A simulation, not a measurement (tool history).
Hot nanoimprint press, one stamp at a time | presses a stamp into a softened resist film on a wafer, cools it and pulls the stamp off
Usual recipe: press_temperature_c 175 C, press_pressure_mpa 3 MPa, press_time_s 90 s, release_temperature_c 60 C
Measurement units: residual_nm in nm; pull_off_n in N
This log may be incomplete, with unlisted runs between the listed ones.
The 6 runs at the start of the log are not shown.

Run 7, hour 120.4: usual settings but release_temperature_c 66 C. Result: residual_nm 149.8 nm, pull_off_n 210 N.
Run 8, hour 147.4: usual settings but release_temperature_c 66 C. Result: residual_nm 150.8 nm, pull_off_n 222 N.
Run 9, hour 167.9: usual settings but press_time_s 116 s. Result: residual_nm 140.1 nm, pull_off_n 246 N.
At hour 172.5: plate thermocouple calibrated.
Run 10, hour 197.3: usual settings but press_time_s 116 s. Result: residual_nm 141.8 nm, pull_off_n 255 N.
Run 11, hour 211.2: usual settings but press_time_s 116 s. Result: residual_nm 140.3 nm, pull_off_n 249 N.
Run 12, hour 232.4: usual settings. Result: residual_nm 152.9 nm, pull_off_n 258 N.
At hour 237.6: plate thermocouple calibrated, once more.
Run 13, hour 254: usual settings. Result: residual_nm 146.3 nm, pull_off_n 248 N.
Run 14, hour 271.7: usual settings. Result: residual_nm 147 nm, pull_off_n 247 N.
Run 15, hour 289.2: usual settings. Result: residual_nm 149.2 nm, pull_off_n 261 N.
Run 16, hour 309.9: usual settings but press_temperature_c 182 C, press_pressure_mpa 3.85 MPa, press_time_s 99 s, release_temperature_c 54 C. Result: residual_nm 97 nm, pull_off_n 293 N.
Run 17, hour 333.9: usual settings but press_temperature_c 181 C, press_time_s 98 s. Result: residual_nm 116.5 nm, pull_off_n 262 N.
Run 18, hour 347.6: usual settings but press_temperature_c 181 C, press_time_s 98 s. Result: residual_nm 115.8 nm, pull_off_n 260 N.
Run 19, hour 370.5: usual settings but press_temperature_c 172 C, press_pressure_mpa 2.1 MPa, press_time_s 79 s. Result: residual_nm 209.7 nm, pull_off_n 265 N.
Run 20, hour 394.8: usual settings but press_temperature_c 172 C, press_pressure_mpa 2.1 MPa, press_time_s 79 s. Result: residual_nm 211.4 nm, pull_off_n 274 N.
At hour 406.3: stamp cleaned and given a new release coat.
Run 21, hour 420.4: usual settings but press_temperature_c 172 C, press_pressure_mpa 2.1 MPa, press_time_s 79 s. Result: residual_nm 209.2 nm, pull_off_n 244 N.
Run 22, hour 443: usual settings but press_temperature_c 172 C, press_pressure_mpa 3.4 MPa, press_time_s 79 s, release_temperature_c 61 C. Result: residual_nm 163.4 nm, pull_off_n 228 N.
Run 23, hour 459.8: usual settings but press_temperature_c 165 C, press_pressure_mpa 3.87 MPa, press_time_s 79 s. Result: residual_nm 196.8 nm, pull_off_n 230 N.
Run 24, hour 486.6: usual settings but press_temperature_c 165 C, press_pressure_mpa 3.87 MPa, press_time_s 79 s. Result: residual_nm 197.7 nm, pull_off_n 239 N.
Run 25, hour 503.1: usual settings but press_temperature_c 164 C, press_pressure_mpa 3.34 MPa. Result: residual_nm 215.2 nm, pull_off_n 242 N.
Run 26, hour 530.7: usual settings but press_temperature_c 171 C, release_temperature_c 46 C. Result: residual_nm 175.2 nm, pull_off_n 330 N.
Run 27, hour 548.1: usual settings but press_temperature_c 174 C, press_pressure_mpa 4.24 MPa, press_time_s 66 s. Result: residual_nm 142.7 nm, pull_off_n 250 N.
Run 28, hour 566.6: usual settings but press_pressure_mpa 4.11 MPa. Result: residual_nm 126.7 nm, pull_off_n 254 N.
Run 29, hour 594.1: usual settings but press_temperature_c 185 C, release_temperature_c 59 C. Result: residual_nm 108.6 nm, pull_off_n 258 N.
Run 30, hour 616: usual settings but press_temperature_c 187 C, press_pressure_mpa 3.88 MPa, press_time_s 87 s. Result: residual_nm 87 nm, pull_off_n 254 N.

Alternative continuations, all from the tool just after run 30; predict every row:
Run A, hour 641.7: usual settings but press_pressure_mpa 1.95 MPa. Result: residual_nm ?, pull_off_n ?.
Run B, hour 641.7: usual settings but press_temperature_c 174 C, press_pressure_mpa 3.39 MPa, press_time_s 120 s. Result: residual_nm ?, pull_off_n ?.
Run C, hour 641.7: usual settings but press_temperature_c 166 C, press_pressure_mpa 4.69 MPa, press_time_s 163 s. Result: residual_nm ?, pull_off_n ?.
Run D, hour 641.7: usual settings but press_pressure_mpa 1.94 MPa, press_time_s 143 s. Result: residual_nm ?, pull_off_n ?.

run  residual_nm  pull_off_n
  A        194.1         265
  B        134.4         260
  C        135.5         259
  D        164.4         252
Had the tool no hidden state, the same runs would have come out as:
run  residual_nm  pull_off_n
  A        187.2         230
  B        128.3         227
  C        128.1         226
  D        158.3         220
